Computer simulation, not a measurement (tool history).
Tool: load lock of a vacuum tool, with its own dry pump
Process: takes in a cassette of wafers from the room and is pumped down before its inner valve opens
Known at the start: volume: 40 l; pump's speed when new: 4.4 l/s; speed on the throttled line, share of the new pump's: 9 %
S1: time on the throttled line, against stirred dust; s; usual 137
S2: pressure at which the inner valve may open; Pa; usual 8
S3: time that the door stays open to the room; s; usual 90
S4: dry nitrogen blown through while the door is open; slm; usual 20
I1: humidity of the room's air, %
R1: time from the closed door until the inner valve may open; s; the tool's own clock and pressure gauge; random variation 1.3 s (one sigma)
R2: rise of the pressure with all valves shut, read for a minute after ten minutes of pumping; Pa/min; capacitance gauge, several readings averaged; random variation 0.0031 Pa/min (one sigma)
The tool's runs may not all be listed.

Run 1, hour 0: usual settings; I1 44.8. Result: R1 210.3 s, R2 0.059 Pa/min.
Run 2, hour 221.9: usual settings; I1 45.5. Result: R1 209 s, R2 0.056 Pa/min.
Run 3, hour 359.7: usual settings; I1 45.8. Result: R1 209 s, R2 0.053 Pa/min.
Run 4, hour 538.2: usual settings; I1 46.8. Result: R1 211.9 s, R2 0.065 Pa/min.
Run 5, hour 719.9: usual settings; I1 44.8. Result: R1 209.8 s, R2 0.054 Pa/min.
Run 6, hour 915: usual settings; I1 46.3. Result: R1 209.7 s, R2 0.058 Pa/min.
Run 7, hour 1129.1: usual settings; I1 47.6. Result: R1 207.9 s, R2 0.059 Pa/min.
Run 8, hour 1369.6: usual settings but S3 26 s; I1 44.1. Result: R1 210.6 s, R2 0.033 Pa/min.
Run 9, hour 1575.6: usual settings; I1 44.9. Result: R1 213 s, R2 0.056 Pa/min.
Run 10, hour 1775.6: usual settings; I1 42.4. Result: R1 210.6 s, R2 0.049 Pa/min.
Run 11, hour 2021: usual settings but S4 12 slm; I1 41.5. Result: R1 209.2 s, R2 0.065 Pa/min.
At hour 2111.7: door's seal changed, seat wiped.
Run 12, hour 2242.4: usual settings but S4 12 slm; I1 44.5. Result: R1 210.3 s, R2 0.069 Pa/min.
Run 13, hour 2501.4: usual settings; I1 48.7. Result: R1 210.6 s, R2 0.063 Pa/min.
Run 14, hour 2739.8: usual settings but S2 6 Pa; I1 42.4. Result: R1 213.6 s, R2 0.06 Pa/min.
Run 15, hour 2979.2: usual settings but S2 6 Pa; I1 45.5. Result: R1 212.4 s, R2 0.06 Pa/min.
Run 16, hour 3160: usual settings but S2 6 Pa; I1 45.4. Result: R1 213.3 s, R2 0.057 Pa/min.
Run 17, hour 3379.5: usual settings but S2 6 Pa; I1 46.7. Result: R1 212.3 s, R2 0.064 Pa/min.
Run 18, hour 3524.3: usual settings but S2 6 Pa; I1 45.1. Result: R1 213.4 s, R2 0.055 Pa/min.
Run 19, hour 3697.9: usual settings but S1 77 s, S2 6 Pa, S3 236 s; I1 42.5. Result: R1 158.4 s, R2 0.084 Pa/min.
Run 20, hour 3822.2: usual settings but S1 77 s, S2 6 Pa, S3 236 s; I1 46.1. Result: R1 159.3 s, R2 0.087 Pa/min.
Run 21, hour 3930.9: usual settings but S1 77 s, S2 6 Pa, S3 236 s; I1 47. Result: R1 159.1 s, R2 0.092 Pa/min.
Run 22, hour 4040.2: usual settings but S1 77 s, S2 6 Pa, S3 236 s; I1 44. Result: R1 159.5 s, R2 0.081 Pa/min.
Run 23, hour 4229.7: usual settings but S1 193 s, S2 9 Pa, S3 236 s; I1 42.4. Result: R1 260.2 s, R2 0.083 Pa/min.
Run 24, hour 4371.5: usual settings but S1 193 s, S2 9 Pa, S3 236 s; I1 41.2. Result: R1 262.1 s, R2 0.083 Pa/min.
Run 25, hour 4523.2: usual settings but S1 141 s, S4 4 slm; I1 42.7. Result: R1 217 s, R2 0.078 Pa/min.
Run 26, hour 4749.5: usual settings but S1 84 s, S2 7 Pa, S3 149 s, S4 8 slm; I1 41.6. Result: R1 163.8 s, R2 0.086 Pa/min.
Run 27, hour 4905: usual settings but S2 11 Pa; I1 41.6. Result: R1 207.6 s, R2 0.052 Pa/min.
Run 28, hour 5052.8: usual settings but S2 11 Pa; I1 45.6. Result: R1 208.4 s, R2 0.054 Pa/min.
Run 29, hour 5158.3: usual settings but S3 126 s, S4 8 slm; I1 44.7. Result: R1 211.9 s, R2 0.088 Pa/min.
At hour 5292.2: dry pump taken out, an overhauled one fitted.
Run 30, hour 5297.7: usual settings but S3 126 s, S4 8 slm; I1 48.7. Result: R1 211.7 s, R2 0.092 Pa/min.
Run 31, hour 5553.2: usual settings but S3 29 s; I1 42.6. Result: R1 210 s, R2 0.032 Pa/min.
Run 32, hour 5812.4: usual settings but S2 10 Pa, S3 92 s, S4 28 slm; I1 47.7. Result: R1 206.2 s, R2 0.055 Pa/min.
Run 33, hour 6072.1: usual settings but S1 214 s, S2 6 Pa, S3 96 s, S4 19 slm; I1 43.8. Result: R1 283.9 s, R2 0.055 Pa/min.
Run 34, hour 6215.5: usual settings but S1 195 s, S3 30 s; I1 46.5. Result: R1 264 s, R2 0.032 Pa/min.
Run 35, hour 6409.3: usual settings but S1 71 s, S3 126 s; I1 43.9. Result: R1 149.9 s, R2 0.062 Pa/min.
Run 36, hour 6564.4: usual settings but S1 221 s, S3 27 s, S4 14 slm; I1 44.1. Result: R1 286.6 s, R2 0.04 Pa/min.

Forecast each of these 3 alternatives for the next run:
Run A, hour 6705.9: usual settings but S1 85 s, S2 11 Pa, S4 6 slm; I1 44.3. Result: R1 ?, R2 ?.
Run B, hour 6705.9: usual settings but S1 106 s, S2 10 Pa, S4 5 slm; I1 42.7. Result: R1 ?, R2 ?.
Run C, hour 6705.9: usual settings but S1 151 s, S2 7 Pa, S3 103 s; I1 46.8. Result: R1 ?, R2 ?.

run     R1     R2
  A  159.4  0.079
  B    181  0.079
  C  224.1  0.061
Without the tool's hidden state the same runs would have given:
run     R1     R2
  A  159.3  0.079
  B    181  0.078
  C  224.1   0.06

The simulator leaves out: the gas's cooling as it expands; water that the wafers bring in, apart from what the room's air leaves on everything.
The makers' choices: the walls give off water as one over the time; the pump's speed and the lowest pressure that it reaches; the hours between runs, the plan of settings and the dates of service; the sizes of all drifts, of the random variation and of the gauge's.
